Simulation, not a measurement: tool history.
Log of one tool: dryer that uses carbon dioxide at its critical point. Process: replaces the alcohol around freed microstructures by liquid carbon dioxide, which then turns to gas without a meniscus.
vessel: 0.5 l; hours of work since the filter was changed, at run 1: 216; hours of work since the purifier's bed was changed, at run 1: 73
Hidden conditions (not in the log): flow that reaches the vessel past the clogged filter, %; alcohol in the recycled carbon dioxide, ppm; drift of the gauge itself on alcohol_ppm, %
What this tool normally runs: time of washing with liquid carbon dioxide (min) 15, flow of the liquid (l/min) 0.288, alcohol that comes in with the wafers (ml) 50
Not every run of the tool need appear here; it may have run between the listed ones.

| run | hour | time of washing with liquid carbon dioxide (min) | flow of the liquid (l/min) | alcohol that comes in with the wafers (ml) | hours of work since the filter was changed | hours of work since the purifier's bed was changed | alcohol left in the vessel before it's heated (ppm by volume) |
|---|---|---|---|---|---|---|---|
| 1 | 0.0 | 15 | 0.288 | 50 | 216 | 73 | 113 |
| 2 | 6.6 | 15 | 0.288 | 50 | 219 | 76 | 115 |
| 3 | 16.4 | 15 | 0.288 | 50 | 223 | 80 | 121 |
| 4 | 23.8 | 15 | 0.288 | 50 | 227 | 83 | 110 |
| 5 | 31.3 | 15 | 0.288 | 50 | 230 | 87 | 126 |
| 6 | 41.4 | 15 | 0.288 | 50 | 235 | 91 | 116 |
| 7 | 46.4 | 15 | 0.288 | 50 | 237 | 94 | 111 |
| 8 | 50.8 | 15 | 0.288 | 50 | 239 | 96 | 121 |
| 9 | 60.7 | 15 | 0.288 | 50 | 243 | 100 | 124 |
| 10 | 67.7 | 15 | 0.288 | 50 | 247 | 103 | 126 |
| 11 | 73.8 | 15 | 0.288 | 77 | 249 | 106 | 178 |
| 12 | 78.2 | 15 | 0.288 | 77 | 251 | 108 | 183 |
| 13 | 86.7 | 15 | 0.288 | 77 | 255 | 112 | 183 |
| 14 | 94.0 | 15 | 0.288 | 50 | 259 | 115 | 126 |
| 15 | 100.4 | 15 | 0.173 | 50 | 261 | 118 | 1527 |
| 16 | 106.7 | 15 | 0.173 | 50 | 264 | 121 | 1517 |
| 17 | 115.8 | 15 | 0.173 | 50 | 269 | 125 | 1559 |
| 18 | 122.9 | 11 | 0.173 | 50 | 272 | 128 | 4612 |
| 19 | 127.7 | 15 | 0.288 | 50 | 274 | 131 | 137 |
| 20 | 136.1 | 15 | 0.288 | 67 | 278 | 134 | 181 |
| 21 | 146.5 | 15 | 0.288 | 67 | 282 | 139 | 182 |
| 22 | 156.2 | 15 | 0.288 | 67 | 287 | 144 | 171 |
| 23 | 163.5 | 15 | 0.288 | 67 | 290 | 147 | 180 |
| 24 | 171.8 | 15 | 0.288 | 67 | 294 | 151 | 179 |
| 25 | 181.5 | 9 | 0.467 | 24 | 298 | 155 | 94 |
| 26 | 190.0 | 24 | 0.305 | 20 | 302 | 159 | 38 |
| 27 | 195.5 | 9 | 0.350 | 20 | 305 | 161 | 315 |
| 28 | 204.6 | 9 | 0.350 | 20 | 309 | 166 | 315 |
| 29 | 214.2 | 19 | 0.260 | 91 | 313 | 170 | 116 |
| 30 | 224.7 | 22 | 0.482 | 65 | 318 | 175 | 34 |
| 31 | 231.4 | 16 | 0.326 | 27 | 321 | 178 | 64 |
| 32 | 238.1 | 16 | 0.326 | 27 | 324 | 181 | 55 |
| 33 | 247.8 | 16 | 0.326 | 100 | 328 | 185 | 95 |
| 34 | 252.8 | 16 | 0.466 | 42 | 331 | 187 | 53 |
| 35 | 262.1 | 15 | 0.371 | 21 | 335 | 192 | 53 |
| 36 | 269.4 | 15 | 0.371 | 21 | 338 | 195 | 47 |
| 37 | 277.7 | 15 | 0.371 | 21 | 342 | 199 | 56 |
|  | 282.6 | inlet filter changed |
| 38 | 286.1 | 15 | 0.400 | 60 | 2 | 202 | 51 |
| 39 | 292.8 | 15 | 0.400 | 87 | 5 | 205 | 57 |
| 40 | 302.7 | 15 | 0.268 | 87 | 9 | 210 | 210 |
| 41 | 311.4 | 20 | 0.288 | 94 | 13 | 214 | 53 |
| 42 | 319.7 | 20 | 0.288 | 94 | 17 | 217 | 63 |
| 43 | 324.3 | 20 | 0.288 | 94 | 19 | 219 | 56 |
| 44 | 333.9 | 22 | 0.439 | 22 | 23 | 224 | 48 |
| 45 | 340.5 | 22 | 0.439 | 22 | 26 | 227 | 55 |
| 46 | 350.7 | 14 | 0.288 | 108 | 31 | 231 | 267 |
| 47 | 356.0 | 23 | 0.288 | 56 | 33 | 234 | 54 |

What if the next run were any one of these 3? Each begins from the tool's condition after run 47:
| A | 365.1 | 12 | 0.288 | 50 | 37 | 238 | ? |
| B | 365.1 | 10 | 0.289 | 25 | 37 | 238 | ? |
| C | 365.1 | 19 | 0.200 | 96 | 37 | 238 | ? |

| run | alcohol left in the vessel before it's heated (ppm by volume) |
|---|---|
| A | 334 |
| B | 410 |
| C | 331 |
Without the tool's hidden state the same runs would have given:
| run | alcohol left in the vessel before it's heated (ppm by volume) |
|---|---|
| A | 265 |
| B | 338 |
| C | 260 |

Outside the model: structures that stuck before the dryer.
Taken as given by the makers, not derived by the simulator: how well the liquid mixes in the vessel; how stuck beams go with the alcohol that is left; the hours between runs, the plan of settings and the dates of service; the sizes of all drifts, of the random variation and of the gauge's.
